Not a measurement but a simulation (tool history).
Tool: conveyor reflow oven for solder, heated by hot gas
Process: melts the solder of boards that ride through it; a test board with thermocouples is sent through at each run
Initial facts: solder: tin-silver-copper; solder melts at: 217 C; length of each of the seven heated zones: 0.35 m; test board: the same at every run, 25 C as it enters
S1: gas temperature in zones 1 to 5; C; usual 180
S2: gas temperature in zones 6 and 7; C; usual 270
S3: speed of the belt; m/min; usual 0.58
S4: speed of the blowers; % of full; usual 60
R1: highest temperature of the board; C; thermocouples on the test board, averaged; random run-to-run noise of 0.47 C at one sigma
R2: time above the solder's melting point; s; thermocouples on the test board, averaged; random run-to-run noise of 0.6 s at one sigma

{"run": 1, "hour": 0.0, "S1": 180, "S2": 270, "S3": 0.58, "S4": 60, "R1": 254.8, "R2": 58.5}
{"run": 2, "hour": 24.9, "S1": 180, "S2": 270, "S3": 0.58, "S4": 60, "R1": 253.9, "R2": 57.6}
{"run": 3, "hour": 54.2, "S1": 180, "S2": 270, "S3": 0.58, "S4": 60, "R1": 253.2, "R2": 56.5}
{"run": 4, "hour": 73.8, "S1": 180, "S2": 270, "S3": 0.58, "S4": 53, "R1": 251.8, "R2": 56.3}
{"run": 5, "hour": 95.5, "S1": 180, "S2": 270, "S3": 0.58, "S4": 60, "R1": 254, "R2": 57.9}
{"hour": 125.4, "done": "thermocouples of zones 6 and 7 changed"}
{"run": 6, "hour": 125.4, "S1": 180, "S2": 270, "S3": 0.69, "S4": 60, "R1": 243.3, "R2": 39.8}
{"run": 7, "hour": 145.5, "S1": 180, "S2": 270, "S3": 0.58, "S4": 60, "R1": 250.6, "R2": 56.1}
{"run": 8, "hour": 162.4, "S1": 180, "S2": 270, "S3": 0.58, "S4": 60, "R1": 251.4, "R2": 54.2}
{"run": 9, "hour": 177.4, "S1": 180, "S2": 270, "S3": 0.58, "S4": 87, "R1": 255.3, "R2": 58.4}
{"run": 10, "hour": 203.5, "S1": 180, "S2": 270, "S3": 0.58, "S4": 60, "R1": 249.7, "R2": 53.7}
{"run": 11, "hour": 235.5, "S1": 180, "S2": 270, "S3": 0.58, "S4": 60, "R1": 250.4, "R2": 54.3}
{"run": 12, "hour": 254.9, "S1": 180, "S2": 270, "S3": 0.58, "S4": 60, "R1": 250.3, "R2": 55}
{"run": 13, "hour": 273.6, "S1": 180, "S2": 270, "S3": 0.58, "S4": 60, "R1": 248.8, "R2": 55}
{"run": 14, "hour": 302.9, "S1": 180, "S2": 270, "S3": 0.58, "S4": 60, "R1": 248.5, "R2": 53.9}
{"run": 15, "hour": 332.4, "S1": 180, "S2": 270, "S3": 0.643, "S4": 60, "R1": 245.8, "R2": 44.8}
{"run": 16, "hour": 363.4, "S1": 180, "S2": 270, "S3": 0.643, "S4": 52, "R1": 243.5, "R2": 41.5}
{"run": 17, "hour": 392.5, "S1": 194, "S2": 270, "S3": 0.643, "S4": 52, "R1": 247.4, "R2": 52}
{"run": 18, "hour": 423.5, "S1": 170, "S2": 274, "S3": 0.477, "S4": 54, "R1": 256.7, "R2": 69.8}
{"run": 19, "hour": 450.1, "S1": 170, "S2": 271, "S3": 0.558, "S4": 66, "R1": 250.3, "R2": 54}
{"hour": 458.4, "done": "flux residue cleaned out of gas plates and filters"}
{"run": 20, "hour": 486.8, "S1": 180, "S2": 270, "S3": 0.58, "S4": 60, "R1": 252.2, "R2": 56.5}
{"run": 21, "hour": 515.1, "S1": 180, "S2": 270, "S3": 0.612, "S4": 58, "R1": 250.5, "R2": 51.8}
{"run": 22, "hour": 550.6, "S1": 180, "S2": 270, "S3": 0.612, "S4": 58, "R1": 249.3, "R2": 52.5}
{"run": 23, "hour": 578.8, "S1": 180, "S2": 270, "S3": 0.634, "S4": 53, "R1": 246.1, "R2": 45.9}
{"run": 24, "hour": 612.1, "S1": 180, "S2": 270, "S3": 0.634, "S4": 53, "R1": 247.2, "R2": 46.6}
{"run": 25, "hour": 640.5, "S1": 180, "S2": 270, "S3": 0.634, "S4": 53, "R1": 246.9, "R2": 46.1}
{"run": 26, "hour": 664.0, "S1": 180, "S2": 270, "S3": 0.58, "S4": 73, "R1": 254.6, "R2": 59.1}
{"run": 27, "hour": 683.9, "S1": 191, "S2": 270, "S3": 0.58, "S4": 67, "R1": 255.9, "R2": 65.4}
{"run": 28, "hour": 714.3, "S1": 169, "S2": 259, "S3": 0.654, "S4": 88, "R1": 242.2, "R2": 40.6}
{"run": 29, "hour": 747.1, "S1": 180, "S2": 270, "S3": 0.58, "S4": 82, "R1": 256.4, "R2": 60.6}
{"run": 30, "hour": 777.0, "S1": 181, "S2": 270, "S3": 0.58, "S4": 60, "R1": 252, "R2": 57.5}
{"run": 31, "hour": 794.0, "S1": 183, "S2": 271, "S3": 0.512, "S4": 88, "R1": 260.6, "R2": 73.2}
{"run": 32, "hour": 811.2, "S1": 183, "S2": 271, "S3": 0.512, "S4": 66, "R1": 258.2, "R2": 72.2}

Same runs, no hidden state in the tool, same run-to-run variation:
Hidden state at play: heat that the gas passes to the board, % of a clean oven's; belt's true speed, % of the reading; true gas temperature in zones 6 and 7 over the reading, C; drift of the gauge itself on peak_c, C; drift of the gauge itself on liquid_s, %.
run=1 R1=252.1 R2=55.7
run=2 R1=251.3 R2=54.9
run=3 R1=250.7 R2=54
run=4 R1=249.3 R2=53.6
run=5 R1=251.5 R2=55.5
run=6 R1=244.7 R2=40.5
run=7 R1=251.8 R2=56.2
run=8 R1=252.6 R2=54.3
run=9 R1=256.8 R2=58.4
run=10 R1=251.1 R2=54
run=11 R1=251.9 R2=54.6
run=12 R1=251.8 R2=55.4
run=13 R1=250.4 R2=55.5
run=14 R1=250.2 R2=54.4
run=15 R1=247.8 R2=46
run=16 R1=245.5 R2=42.8
run=17 R1=249.2 R2=52.8
run=18 R1=258.4 R2=69.8
run=19 R1=252.8 R2=55.2
run=20 R1=251 R2=54.1
run=21 R1=249.3 R2=49.5
run=22 R1=248.3 R2=50.3
run=23 R1=245.1 R2=43.8
run=24 R1=246.3 R2=44.7
run=25 R1=246.2 R2=44.2
run=26 R1=254.1 R2=57.3
run=27 R1=255.4 R2=63.4
run=28 R1=242.1 R2=39.7
run=29 R1=256.2 R2=58.9
run=30 R1=251.7 R2=55.8
run=31 R1=260.4 R2=71.1
run=32 R1=257.9 R2=70.1

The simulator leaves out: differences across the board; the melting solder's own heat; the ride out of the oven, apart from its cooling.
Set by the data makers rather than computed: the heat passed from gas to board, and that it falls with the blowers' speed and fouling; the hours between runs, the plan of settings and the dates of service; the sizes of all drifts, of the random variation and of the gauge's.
